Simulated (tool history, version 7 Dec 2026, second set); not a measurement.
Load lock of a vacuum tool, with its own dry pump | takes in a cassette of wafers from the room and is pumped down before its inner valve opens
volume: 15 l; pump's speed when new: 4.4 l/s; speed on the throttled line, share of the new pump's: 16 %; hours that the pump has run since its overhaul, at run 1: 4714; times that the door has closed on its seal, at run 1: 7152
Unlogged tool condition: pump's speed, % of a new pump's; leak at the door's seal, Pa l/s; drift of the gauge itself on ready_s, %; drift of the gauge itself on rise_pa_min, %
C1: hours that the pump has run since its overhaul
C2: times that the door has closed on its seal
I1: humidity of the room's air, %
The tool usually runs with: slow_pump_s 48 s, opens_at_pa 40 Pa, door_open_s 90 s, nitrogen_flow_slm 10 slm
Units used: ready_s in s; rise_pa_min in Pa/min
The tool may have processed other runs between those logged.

Run 1, hour 0.0: usual settings; C1 4714; C2 7152; I1 42.1. Result: ready_s 69.0 s, rise_pa_min 0.133 Pa/min.
Run 2, hour 184.2: usual settings; C1 4898; C2 8007; I1 44.0. Result: ready_s 68.6 s, rise_pa_min 0.141 Pa/min.
Run 3, hour 346.0: usual settings; C1 5060; C2 8758; I1 45.8. Result: ready_s 69.5 s, rise_pa_min 0.155 Pa/min.
Run 4, hour 579.4: usual settings; C1 5293; C2 9842; I1 45.2. Result: ready_s 69.9 s, rise_pa_min 0.155 Pa/min.
Run 5, hour 675.0: usual settings but opens_at_pa 58 Pa; C1 5389; C2 10287; I1 47.4. Result: ready_s 68.8 s, rise_pa_min 0.163 Pa/min.
Run 6, hour 783.8: usual settings but opens_at_pa 58 Pa; C1 5498; C2 10792; I1 47.1. Result: ready_s 68.5 s, rise_pa_min 0.169 Pa/min.
Run 7, hour 906.2: usual settings but door_open_s 132 s; C1 5620; C2 11360; I1 43.6. Result: ready_s 68.8 s, rise_pa_min 0.172 Pa/min.
Run 8, hour 1135.3: usual settings but door_open_s 132 s; C1 5849; C2 12424; I1 44.8. Result: ready_s 69.9 s, rise_pa_min 0.188 Pa/min.
Run 9, hour 1334.0: usual settings but slow_pump_s 88 s, opens_at_pa 51 Pa, door_open_s 63 s, nitrogen_flow_slm 6 slm; C1 6048; C2 13347; I1 43.2. Result: ready_s 102.2 s, rise_pa_min 0.171 Pa/min.
Run 10, hour 1445.6: usual settings but slow_pump_s 84 s, opens_at_pa 32 Pa; C1 6159; C2 13865; I1 46.2. Result: ready_s 101.0 s, rise_pa_min 0.182 Pa/min.
Run 11, hour 1609.7: usual settings but slow_pump_s 49 s, opens_at_pa 32 Pa, nitrogen_flow_slm 6 slm; C1 6324; C2 14627; I1 42.0. Result: ready_s 72.1 s, rise_pa_min 0.193 Pa/min.
Run 12, hour 1717.2: usual settings but slow_pump_s 49 s, opens_at_pa 32 Pa, nitrogen_flow_slm 6 slm; C1 6431; C2 15127; I1 44.6. Result: ready_s 72.5 s, rise_pa_min 0.203 Pa/min.
Run 13, hour 1898.0: usual settings but slow_pump_s 43 s, opens_at_pa 52 Pa, door_open_s 38 s, nitrogen_flow_slm 6 slm; C1 6612; C2 15966; I1 43.3. Result: ready_s 65.4 s, rise_pa_min 0.174 Pa/min.
Run 14, hour 2005.7: usual settings but slow_pump_s 76 s, opens_at_pa 43 Pa, door_open_s 32 s, nitrogen_flow_slm 27 slm; C1 6720; C2 16466; I1 44.3. Result: ready_s 93.3 s, rise_pa_min 0.153 Pa/min.
Run 15, hour 2179.7: usual settings but slow_pump_s 76 s, opens_at_pa 43 Pa, door_open_s 48 s, nitrogen_flow_slm 4 slm; C1 6894; C2 17275; I1 42.0. Result: ready_s 93.0 s, rise_pa_min 0.207 Pa/min.
Run 16, hour 2356.4: usual settings but slow_pump_s 76 s, opens_at_pa 43 Pa, door_open_s 67 s, nitrogen_flow_slm 4 slm; C1 7070; C2 18095; I1 50.0. Result: ready_s 93.7 s, rise_pa_min 0.234 Pa/min.

Each row is a separate what-if for the run after 16, all from the same tool condition, not one after another. Results?
Run A, hour 2461.8: usual settings but opens_at_pa 62 Pa, door_open_s 41 s, nitrogen_flow_slm 39 slm; C1 7176; C2 18585; I1 43.6. Result: ready_s ?, rise_pa_min ?.
Run B, hour 2461.8: usual settings but slow_pump_s 76 s, opens_at_pa 71 Pa, door_open_s 67 s, nitrogen_flow_slm 4 slm; C1 7176; C2 18585; I1 47.0. Result: ready_s ?, rise_pa_min ?.
Run C, hour 2461.8: usual settings but slow_pump_s 35 s; C1 7176; C2 18585; I1 46.1. Result: ready_s ?, rise_pa_min ?.

run  ready_s  rise_pa_min
  A     68.4        0.172
  B     90.4        0.238
  C     60.0        0.232
Take away the tool's hidden state, keep each run's random variation, and the runs would have read:
run  ready_s  rise_pa_min
  A     65.5        0.047
  B     88.4        0.112
  C     56.5        0.108
